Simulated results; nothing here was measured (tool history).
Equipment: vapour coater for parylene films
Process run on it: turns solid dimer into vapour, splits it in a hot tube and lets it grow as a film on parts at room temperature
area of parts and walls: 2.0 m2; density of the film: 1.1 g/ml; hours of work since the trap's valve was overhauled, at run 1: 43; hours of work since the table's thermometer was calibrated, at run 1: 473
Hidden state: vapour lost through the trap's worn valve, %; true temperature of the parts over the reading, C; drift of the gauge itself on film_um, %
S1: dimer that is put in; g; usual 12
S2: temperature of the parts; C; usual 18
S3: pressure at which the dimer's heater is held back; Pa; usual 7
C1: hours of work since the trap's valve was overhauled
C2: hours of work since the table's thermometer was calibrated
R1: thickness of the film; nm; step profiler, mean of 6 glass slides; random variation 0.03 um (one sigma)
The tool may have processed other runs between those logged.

run,day,S1,S2,S3,C1,C2,R1
1,0,12,18,7,43,473,2740
2,0.479,12,18,7,52,482,2710
3,1.512,12,18,7,70,501,2710
4,2.379,12,18,7,86,516,2680
5,2.996,6,18,7,97,528,1330
6,3.896,6,18,7,114,544,1330
7,4.496,6,18,7,124,555,1330
8,5.15,6,18,7,136,567,1330
9,6.158,12,12,7,155,585,3050
10,7.079,11,10,10.38,171,602,2690
11,7.733,11,16,5.38,183,614,2700
12,8.308,11,16,5.38,194,624,2660
# day 8.529: trap's valve overhauled
13,9.029,11,16,5.38,9,634,2680
14,10.083,11,16,5.38,28,653,2680
15,10.621,11,16,5.38,38,663,2700
16,11.562,11,16,5.38,55,680,2650
17,12.462,11,16,5.38,71,696,2620
18,13.258,12,19,7,86,711,2570

Consider 5 possible next runs. They are alternatives, not a sequence: every one starts from the tool as it was left by run 18. What does each give?
# day 13.475: trap's valve overhauled, once more
A,13.938,12,16,3.27,8,720,?
# day 13.475: trap's valve overhauled, once more
B,13.938,6,18,7,8,720,?
# day 13.475: trap's valve overhauled, once more
C,13.938,21,18,3.58,8,720,?
# day 13.475: trap's valve overhauled, once more
D,13.938,12,19,2.51,8,720,?
# day 13.475: trap's valve overhauled, once more
E,13.938,12,19,4.33,8,720,?

run,R1
A,3310
B,1350
C,5490
D,3290
E,2960
What these runs would have given with no unlogged condition in the tool:
run,R1
A,3400
B,1380
C,5630
D,3370
E,3030
